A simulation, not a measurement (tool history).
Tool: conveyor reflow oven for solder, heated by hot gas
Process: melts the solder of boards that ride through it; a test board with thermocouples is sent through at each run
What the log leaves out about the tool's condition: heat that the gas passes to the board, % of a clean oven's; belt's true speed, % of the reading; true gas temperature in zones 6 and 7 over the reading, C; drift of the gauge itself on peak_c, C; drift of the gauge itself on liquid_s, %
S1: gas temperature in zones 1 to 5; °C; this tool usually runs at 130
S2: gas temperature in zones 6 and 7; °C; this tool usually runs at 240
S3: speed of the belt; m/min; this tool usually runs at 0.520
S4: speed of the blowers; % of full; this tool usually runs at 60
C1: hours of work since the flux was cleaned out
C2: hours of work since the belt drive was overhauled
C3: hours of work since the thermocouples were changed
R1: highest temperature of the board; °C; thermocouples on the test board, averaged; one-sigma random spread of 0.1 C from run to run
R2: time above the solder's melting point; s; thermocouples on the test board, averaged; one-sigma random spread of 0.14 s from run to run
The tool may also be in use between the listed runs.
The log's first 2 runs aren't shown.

| run | day | S1 | S2 | S3 | S4 | C1 | C2 | C3 | R1 | R2 |
|---|---|---|---|---|---|---|---|---|---|---|
| 3 | 6.058 | 130 | 240 | 0.463 | 60 | 283 | 252 | 440 | 226.7 | 63.7 |
| 4 | 8.675 | 130 | 240 | 0.463 | 60 | 324 | 293 | 481 | 226.8 | 63.7 |
| 5 | 12.138 | 130 | 240 | 0.463 | 60 | 378 | 347 | 535 | 226.4 | 63.6 |
| 6 | 16.154 | 130 | 240 | 0.520 | 60 | 441 | 410 | 598 | 222.2 | 53.7 |
|  | 19.254 | flux residue cleaned out of gas plates and filters |
| 7 | 19.625 | 130 | 240 | 0.520 | 60 | 6 | 461 | 649 | 225.1 | 56.0 |
|  | 21.817 | thermocouples of zones 6 and 7 changed |
| 8 | 22.325 | 130 | 240 | 0.520 | 60 | 47 | 502 | 8 | 224.6 | 55.5 |
|  | 22.704 | belt drive overhauled, speed set with a stopwatch |
| 9 | 24.346 | 130 | 240 | 0.520 | 60 | 76 | 26 | 37 | 224.5 | 55.8 |
| 10 | 27.738 | 130 | 240 | 0.454 | 60 | 129 | 79 | 90 | 228.6 | 67.1 |
| 11 | 30.533 | 130 | 240 | 0.520 | 60 | 172 | 122 | 134 | 224.1 | 55.6 |
| 12 | 33.183 | 130 | 240 | 0.520 | 60 | 214 | 164 | 175 | 224.1 | 55.7 |
| 13 | 35.742 | 130 | 240 | 0.520 | 60 | 254 | 204 | 215 | 223.9 | 55.7 |
| 14 | 37.825 | 130 | 240 | 0.520 | 60 | 287 | 236 | 248 | 223.8 | 55.5 |
| 15 | 40.825 | 130 | 240 | 0.520 | 60 | 333 | 283 | 295 | 223.5 | 55.5 |
| 16 | 42.529 | 130 | 231 | 0.607 | 81 | 360 | 310 | 321 | 214.4 | 42.2 |
| 17 | 44.862 | 130 | 240 | 0.520 | 61 | 397 | 347 | 358 | 223.6 | 55.3 |
|  | 45.775 | belt drive overhauled, speed set with a stopwatch, once more |
| 18 | 48.050 | 122 | 240 | 0.472 | 74 | 444 | 36 | 405 | 227.3 | 60.4 |
|  | 51.125 | flux residue cleaned out of gas plates and filters |
| 19 | 51.879 | 122 | 234 | 0.584 | 72 | 12 | 92 | 462 | 217.2 | 42.8 |

Forecast run 20:
| 20 | 55.650 | 141 | 241 | 0.487 | 56 | 71 | 151 | 521 | ? | ? |

Run 20 yielded R1 228.2 °C, R2 64.6 s.
With the hidden condition absent and the run-to-run variation left alone, this run would have shown R1 227.8 °C, R2 64.1 s.
